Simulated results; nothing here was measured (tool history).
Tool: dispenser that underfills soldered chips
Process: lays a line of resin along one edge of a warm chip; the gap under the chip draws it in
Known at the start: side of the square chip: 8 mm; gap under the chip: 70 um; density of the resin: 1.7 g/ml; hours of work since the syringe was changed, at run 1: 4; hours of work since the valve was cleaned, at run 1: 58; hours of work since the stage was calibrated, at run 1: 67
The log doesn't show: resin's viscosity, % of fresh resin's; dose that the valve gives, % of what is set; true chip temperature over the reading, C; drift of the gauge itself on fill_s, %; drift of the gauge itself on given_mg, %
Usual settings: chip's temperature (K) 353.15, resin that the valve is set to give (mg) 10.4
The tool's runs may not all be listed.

run	hour	chip's temperature (K)	resin that the valve is set to give (mg)	hours of work since the syringe was changed	hours of work since the valve was cleaned	hours of work since the stage was calibrated	time until the resin shows at the far edge (s)	resin that the valve gave (mg)
1	0	353.15	10.4	4	58	67	91.4	9.94
# hour 7.3: new syringe of resin
2	13.9	368.15	10.4	5	68	77	53.5	9.65
# hour 19.3: new syringe of resin
3	28.2	368.15	10.4	6	78	87	60.9	9.66
# hour 31.1: new syringe of resin
4	38.4	353.15	11.8	5	85	94	105.2	10.91
# hour 43.5: new syringe of resin
5	49.3	353.15	11.8	4	93	102	95.6	10.75
# hour 55.8: new syringe of resin
6	61.3	353.15	11.8	4	101	110	93.5	10.74
# hour 68.6: new syringe of resin
7	74.9	353.15	11.9	4	110	119	98.3	10.67
# hour 81: new syringe of resin
8	84.7	353.15	11.9	3	117	126	84.4	10.49
9	91.8	349.15	11.9	8	122	131	159.4	10.38
# hour 93: new syringe of resin
10	101	353.15	9.9	6	129	138	116.6	8.5
# hour 104.8: dispensing valve cleaned and set on the balance
# hour 106.5: new syringe of resin
11	109.7	353.15	9.9	2	3	143	83.3	9.89
# hour 118.3: new syringe of resin
12	124.5	353.15	9.9	4	14	153	100	9.72
# hour 130.5: new syringe of resin
13	134.3	353.15	9.9	3	20	160	88.2	9.62
# hour 142.9: new syringe of resin
14	149.5	353.15	9.9	5	31	170	101.7	9.53
# hour 154.9: new syringe of resin
15	157.4	353.15	9.9	2	36	176	83.8	9.55
# hour 167.1: new syringe of resin
16	171.5	347.15	10.4	3	46	186	120.5	9.94
# hour 178.8: new syringe of resin
17	184.3	347.15	10.4	4	55	195	129.2	9.82
# hour 190.8: new syringe of resin
18	196.3	347.15	10.4	4	63	203	128.4	9.67
# hour 203.1: new syringe of resin
19	209.9	365.15	11.9	5	73	212	58.4	10.97
# hour 215.6: new syringe of resin
20	219.2	365.15	11.9	3	79	219	48.6	10.99
# hour 227.9: new syringe of resin
21	229.2	353.15	11.4	1	86	226	74.3	10.47
22	236.1	353.15	11.4	6	91	231	114.9	10.42
# hour 239.7: new syringe of resin
23	244.8	353.15	11.4	4	97	237	95	10.33
# hour 251.7: new syringe of resin
24	255.1	353.15	11.4	2	104	244	82.4	10.31
# hour 263.4: new syringe of resin
25	269.1	353.15	11.4	4	114	253	99.7	10.22
# hour 275.6: new syringe of resin
26	277.7	353.15	11.4	2	120	259	79.5	10
27	286.1	358.15	11.4	7	126	265	105	10.08
# hour 287.6: new syringe of resin
# hour 294.3: dispensing valve cleaned and set on the balance
28	294.7	341.15	11.8	4	0	271	176.2	11.8
# hour 301.3: new syringe of resin
29	310.7	341.15	11.8	7	11	282	220.6	11.74
# hour 313: new syringe of resin
30	319.2	368.15	12.7	4	17	287	50.3	12.44
# hour 325.1: new syringe of resin
31	334.5	368.15	12.7	7	28	298	61.4	12.16
# hour 337.1: new syringe of resin
32	347.2	356.15	13	7	37	307	105.5	12.52
# hour 349.8: new syringe of resin
# hour 361.8: new syringe of resin
33	361.8	366.15	11.1	0	47	317	37.7	10.47
34	369.3	366.15	11.1	5	52	322	61.2	10.47

4 ways to go on from here, each from the tool as it stands after run 34. What would each give?
# hour 374.1: new syringe of resin
A	383.2	353.15	10.3	7	62	332	?	?
# hour 374.1: new syringe of resin
B	383.2	366.15	13.4	7	62	332	?	?
# hour 374.1: new syringe of resin
C	383.2	348.15	10.4	7	62	332	?	?
# hour 374.1: new syringe of resin
D	383.2	363.15	10	7	62	332	?	?

run	time until the resin shows at the far edge (s)	resin that the valve gave (mg)
A	126.6	9.61
B	66.2	12.74
C	161.7	9.76
D	80.4	9.31
Without the tool's hidden state the same runs would have given:
run	time until the resin shows at the far edge (s)	resin that the valve gave (mg)
A	63.7	10.25
B	34	13.58
C	80.8	10.41
D	40.3	9.94
